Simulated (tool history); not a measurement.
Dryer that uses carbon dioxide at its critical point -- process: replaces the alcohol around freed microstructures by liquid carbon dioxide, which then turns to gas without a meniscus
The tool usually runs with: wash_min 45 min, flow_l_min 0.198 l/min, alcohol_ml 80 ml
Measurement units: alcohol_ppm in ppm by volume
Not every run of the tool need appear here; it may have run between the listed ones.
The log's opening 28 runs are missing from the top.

run,hour,wash_min,flow_l_min,alcohol_ml,alcohol_ppm
29,260.3,47,0.198,80,230
30,271,61,0.27,80,205
31,283.6,47,0.283,44,205
32,296.3,48,0.283,77,211
33,307.3,42,0.206,80,278
34,313.5,29,0.246,35,301
35,319.4,45,0.198,85,274
36,328.6,29,0.282,85,315
37,338,64,0.243,44,216

What will run 38 give?
38,347.2,68,0.198,80,?

alcohol_ppm: 224 ppm by volume
Minus the tool's unlogged condition, the same run would have read alcohol_ppm 8 ppm by volume.

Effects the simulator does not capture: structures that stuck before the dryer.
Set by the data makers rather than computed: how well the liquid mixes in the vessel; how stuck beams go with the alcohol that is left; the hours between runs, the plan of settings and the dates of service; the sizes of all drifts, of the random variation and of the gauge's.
